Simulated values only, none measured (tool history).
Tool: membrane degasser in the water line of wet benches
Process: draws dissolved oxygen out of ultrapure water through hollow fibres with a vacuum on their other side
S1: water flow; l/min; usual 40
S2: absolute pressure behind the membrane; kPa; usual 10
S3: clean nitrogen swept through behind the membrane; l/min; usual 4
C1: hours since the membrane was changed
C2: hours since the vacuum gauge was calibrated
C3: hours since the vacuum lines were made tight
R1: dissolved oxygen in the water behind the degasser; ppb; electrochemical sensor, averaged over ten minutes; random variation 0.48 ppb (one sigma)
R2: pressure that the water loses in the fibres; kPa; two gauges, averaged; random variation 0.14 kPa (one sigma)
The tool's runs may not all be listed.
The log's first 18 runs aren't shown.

| run | hour | S1 | S2 | S3 | C1 | C2 | C3 | R1 | R2 |
|---|---|---|---|---|---|---|---|---|---|
| 19 | 823.2 | 30 | 6.7 | 11.77 | 2032 | 2032 | 3051 | 26.2 | 40.18 |
| 20 | 862.2 | 31 | 12.4 | 6.93 | 2071 | 2071 | 3090 | 105.1 | 41.49 |
| 21 | 926.9 | 26 | 8.3 | 11.85 | 2135 | 2135 | 3155 | 30.3 | 34.9 |
| 22 | 971.6 | 28 | 13.7 | 1.97 | 2180 | 2180 | 3200 | 338 | 37.66 |
| 23 | 1028.9 | 63 | 17.7 | 4.42 | 2237 | 2237 | 3257 | 508.8 | 84.66 |
| 24 | 1090.1 | 63 | 17.7 | 4.42 | 2299 | 2299 | 3318 | 510.8 | 84.73 |
| 25 | 1152.5 | 52 | 12.4 | 4.42 | 2361 | 2361 | 3380 | 279.4 | 69.72 |
| 26 | 1194.5 | 52 | 12.4 | 4.42 | 2403 | 2403 | 3422 | 278.2 | 69.8 |
| 27 | 1233.2 | 40 | 10.3 | 4 | 2442 | 2442 | 3461 | 180.5 | 53.56 |
| 28 | 1265 | 40 | 18.5 | 4.21 | 2474 | 2474 | 3493 | 351 | 53.56 |
| 29 | 1323.1 | 39 | 10 | 2.65 | 2532 | 2532 | 3551 | 240.7 | 52.49 |
| 30 | 1385.4 | 39 | 10.2 | 6.62 | 2594 | 2594 | 3613 | 112.1 | 52.17 |
| 31 | 1419.4 | 24 | 21.2 | 7.69 | 2628 | 2628 | 3647 | 140.2 | 32.27 |

3 ways to go on from here, each from the tool as it stands after run 31. What would each give?
| A | 1452.9 | 31 | 21.2 | 7.69 | 2661 | 2661 | 3681 | ? | ? |
| B | 1452.9 | 29 | 8.4 | 3.51 | 2661 | 2661 | 3681 | ? | ? |
| C | 1452.9 | 24 | 22.1 | 7.69 | 2661 | 2661 | 3681 | ? | ? |

| run | R1 | R2 |
|---|---|---|
| A | 182.5 | 41.49 |
| B | 107.4 | 39.14 |
| C | 147.4 | 32.11 |
Without the tool's hidden state the same runs would have given:
| run | R1 | R2 |
|---|---|---|
| A | 178.3 | 41.48 |
| B | 104.9 | 39.13 |
| C | 144 | 32.11 |
